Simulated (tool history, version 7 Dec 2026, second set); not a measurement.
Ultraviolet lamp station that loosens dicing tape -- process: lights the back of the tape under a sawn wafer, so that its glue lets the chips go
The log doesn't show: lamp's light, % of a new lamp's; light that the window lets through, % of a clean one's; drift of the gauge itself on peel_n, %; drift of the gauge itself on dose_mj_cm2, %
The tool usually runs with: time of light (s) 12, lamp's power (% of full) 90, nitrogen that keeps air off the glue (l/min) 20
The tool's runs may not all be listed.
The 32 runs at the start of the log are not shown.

run	day	time of light (s)	lamp's power (% of full)	nitrogen that keeps air off the glue (l/min)	hours of work of the lamp	hours of work since the window was cleaned	force that peels the tape off (N)	light that reached the tape (J/m2)
33	16.321	7	86	8	691	196	2.719	2240
34	16.992	8	77	39	702	207	1.772	2300
35	17.592	9	94	28	711	216	1.187	3120
36	18.108	15	60	10	720	225	1.622	3310
37	18.754	15	60	10	730	235	1.643	3340
38	19.238	10	60	10	738	243	2.642	2240
39	19.583	16	60	23	744	249	1.085	3470
40	20.125	16	60	23	753	258	1.096	3530
41	20.717	11	80	21	762	267	1.267	3190
42	21.35	11	80	21	773	278	1.374	3200

Each row is a separate what-if for the run after 42, all from the same tool condition, not one after another. Results?
A	22.083	23	95	10	785	290	?	?
B	22.083	20	80	10	785	290	?	?
C	22.083	12	90	20	785	290	?	?

run	force that peels the tape off (N)	light that reached the tape (J/m2)
A	0.292	7850
B	0.638	5750
C	1.012	3840
The same runs, with their run-to-run variation unchanged, on a tool lacking any hidden condition would have given:
run	force that peels the tape off (N)	light that reached the tape (J/m2)
A	0.151	10280
B	0.338	7530
C	0.581	5040
